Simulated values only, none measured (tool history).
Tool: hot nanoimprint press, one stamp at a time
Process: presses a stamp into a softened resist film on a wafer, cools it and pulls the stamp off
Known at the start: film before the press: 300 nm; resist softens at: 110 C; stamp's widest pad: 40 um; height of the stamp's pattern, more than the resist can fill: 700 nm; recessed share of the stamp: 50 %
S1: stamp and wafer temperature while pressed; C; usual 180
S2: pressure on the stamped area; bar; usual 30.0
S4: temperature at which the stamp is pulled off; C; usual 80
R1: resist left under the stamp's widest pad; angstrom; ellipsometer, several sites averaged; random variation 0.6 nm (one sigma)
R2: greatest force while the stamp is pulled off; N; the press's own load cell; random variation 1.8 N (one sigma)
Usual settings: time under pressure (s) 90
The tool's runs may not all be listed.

run 1 hour=0.0 | S1=180 S2=30.0 time_under_pressure_(s)=90 S4=80 | R1=1376 R2=247
run 2 hour=6.0 | S1=180 S2=30.0 time_under_pressure_(s)=90 S4=80 | R1=1374 R2=250
run 3 hour=10.1 | S1=180 S2=30.0 time_under_pressure_(s)=90 S4=80 | R1=1374 R2=251
run 4 hour=15.2 | S1=180 S2=30.0 time_under_pressure_(s)=90 S4=83 | R1=1374 R2=229
run 5 hour=22.2 | S1=180 S2=30.0 time_under_pressure_(s)=90 S4=83 | R1=1373 R2=230
run 6 hour=28.4 | S1=180 S2=30.0 time_under_pressure_(s)=90 S4=83 | R1=1364 R2=228
run 7 hour=33.1 | S1=180 S2=26.8 time_under_pressure_(s)=90 S4=80 | R1=1445 R2=251
run 8 hour=41.3 | S1=180 S2=26.8 time_under_pressure_(s)=90 S4=80 | R1=1449 R2=249
run 9 hour=45.7 | S1=180 S2=26.8 time_under_pressure_(s)=90 S4=80 | R1=1444 R2=250
run 10 hour=53.1 | S1=180 S2=26.8 time_under_pressure_(s)=90 S4=80 | R1=1458 R2=251
run 11 hour=61.5 | S1=180 S2=26.8 time_under_pressure_(s)=90 S4=80 | R1=1445 R2=254
run 12 hour=69.2 | S1=180 S2=30.0 time_under_pressure_(s)=90 S4=80 | R1=1372 R2=256
run 13 hour=77.7 | S1=180 S2=30.0 time_under_pressure_(s)=90 S4=80 | R1=1365 R2=253
run 14 hour=84.7 | S1=180 S2=30.0 time_under_pressure_(s)=90 S4=80 | R1=1372 R2=256
run 15 hour=91.8 | S1=180 S2=30.0 time_under_pressure_(s)=90 S4=80 | R1=1374 R2=254
run 16 hour=100.7 | S1=180 S2=20.2 time_under_pressure_(s)=101 S4=80 | R1=1570 R2=257
run 17 hour=108.7 | S1=180 S2=20.2 time_under_pressure_(s)=101 S4=80 | R1=1576 R2=256
run 18 hour=114.5 | S1=180 S2=20.2 time_under_pressure_(s)=101 S4=80 | R1=1553 R2=259
run 19 hour=120.1 | S1=180 S2=30.0 time_under_pressure_(s)=90 S4=82 | R1=1379 R2=245
run 20 hour=124.2 | S1=180 S2=44.8 time_under_pressure_(s)=90 S4=83 | R1=1148 R2=237
run 21 hour=133.1 | S1=181 S2=18.9 time_under_pressure_(s)=81 S4=78 | R1=1678 R2=273
run 22 hour=137.1 | S1=181 S2=27.7 time_under_pressure_(s)=81 S4=66 | R1=1440 R2=359
run 23 hour=143.3 | S1=181 S2=27.7 time_under_pressure_(s)=81 S4=78 | R1=1434 R2=274
run 24 hour=148.9 | S1=180 S2=23.3 time_under_pressure_(s)=115 S4=83 | R1=1413 R2=242
run 25 hour=156.0 | S1=173 S2=19.6 time_under_pressure_(s)=95 S4=87 | R1=2027 R2=212
run 26 hour=162.4 | S1=177 S2=39.5 time_under_pressure_(s)=148 S4=83 | R1=1122 R2=243
run 27 hour=169.0 | S1=180 S2=32.0 time_under_pressure_(s)=90 S4=80 | R1=1360 R2=262
run 28 hour=175.5 | S1=186 S2=42.0 time_under_pressure_(s)=90 S4=80 | R1=953 R2=263
run 29 hour=183.8 | S1=186 S2=42.0 time_under_pressure_(s)=90 S4=80 | R1=964 R2=263
run 30 hour=188.1 | S1=176 S2=30.5 time_under_pressure_(s)=126 S4=76 | R1=1404 R2=293

Some steps in R1 between neighbouring runs. How much of each would the tool show without its hidden state too (settings, what came in, random variation), and how much is left for the hidden state, with any gauge scatter that isn't in both results?
The hidden state here: true temperature over the reading, C; pressure that arrives at the usual setting, %; grip of the stamp's worn release coat, % over a new coat's; drift of the gauge itself on residual_nm, %; drift of the gauge itself on pull_off_n, %.
Run 20 -> 21: S1 180 -> 181, S2 44.8 -> 18.9, time under pressure (s) 90 -> 81, S4 83 -> 78. R1 +530 angstrom: hidden state +9, all else +521.
Run 24 -> 25: S1 180 -> 173, S2 23.3 -> 19.6, time under pressure (s) 115 -> 95, S4 83 -> 87. R1 +614 angstrom: hidden state +13, all else +601.
Run 25 -> 26: S1 173 -> 177, S2 19.6 -> 39.5, time under pressure (s) 95 -> 148, S4 87 -> 83. R1 -905 angstrom: hidden state -16, all else -889.
Run 27 -> 28: S1 180 -> 186, S2 32.0 -> 42.0. R1 -407 angstrom: hidden state -18, all else -389.
Run 29 -> 30: S1 186 -> 176, S2 42.0 -> 30.5, time under pressure (s) 90 -> 126, S4 80 -> 76. R1 +440 angstrom: hidden state +25, all else +415.
